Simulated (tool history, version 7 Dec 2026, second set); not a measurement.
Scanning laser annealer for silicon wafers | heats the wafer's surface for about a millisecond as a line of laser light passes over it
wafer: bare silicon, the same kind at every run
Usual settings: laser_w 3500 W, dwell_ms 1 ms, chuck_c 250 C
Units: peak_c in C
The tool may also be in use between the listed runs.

{"run": 1, "hour": 0.0, "laser_w": 3500, "dwell_ms": 1, "chuck_c": 250, "peak_c": 971}
{"run": 2, "hour": 82.4, "laser_w": 3500, "dwell_ms": 1, "chuck_c": 250, "peak_c": 967}
{"run": 3, "hour": 126.9, "laser_w": 3500, "dwell_ms": 1, "chuck_c": 250, "peak_c": 966}
{"run": 4, "hour": 211.1, "laser_w": 3500, "dwell_ms": 1, "chuck_c": 250, "peak_c": 966}
{"run": 5, "hour": 286.4, "laser_w": 3500, "dwell_ms": 1, "chuck_c": 250, "peak_c": 957}
{"run": 6, "hour": 336.8, "laser_w": 3500, "dwell_ms": 0.85, "chuck_c": 210, "peak_c": 869}
{"hour": 346.0, "done": "optics aligned, line set to its width"}
{"run": 7, "hour": 381.4, "laser_w": 3500, "dwell_ms": 1.01, "chuck_c": 210, "peak_c": 919}
{"hour": 428.6, "done": "window over the wafer cleaned"}
{"run": 8, "hour": 443.7, "laser_w": 3339, "dwell_ms": 1.01, "chuck_c": 239, "peak_c": 934}
{"run": 9, "hour": 482.7, "laser_w": 3500, "dwell_ms": 1.04, "chuck_c": 250, "peak_c": 990}
{"run": 10, "hour": 527.8, "laser_w": 3227, "dwell_ms": 0.72, "chuck_c": 276, "peak_c": 858}

Forecast each of these 5 alternatives for the next run:
{"run": "A", "hour": 590.3, "laser_w": 3315, "dwell_ms": 0.96, "chuck_c": 250, "peak_c": "?"}
{"run": "B", "hour": 590.3, "laser_w": 3227, "dwell_ms": 1.15, "chuck_c": 273, "peak_c": "?"}
{"run": "C", "hour": 590.3, "laser_w": 3265, "dwell_ms": 1, "chuck_c": 225, "peak_c": "?"}
{"run": "D", "hour": 590.3, "laser_w": 3080, "dwell_ms": 1, "chuck_c": 250, "peak_c": "?"}
{"run": "E", "hour": 590.3, "laser_w": 3400, "dwell_ms": 0.72, "chuck_c": 230, "peak_c": "?"}

run=A peak_c=924
run=B peak_c=984
run=C peak_c=903
run=D peak_c=886
run=E peak_c=839
Without the tool's hidden state the same runs would have given:
run=A peak_c=928
run=B peak_c=988
run=C peak_c=907
run=D peak_c=889
run=E peak_c=842
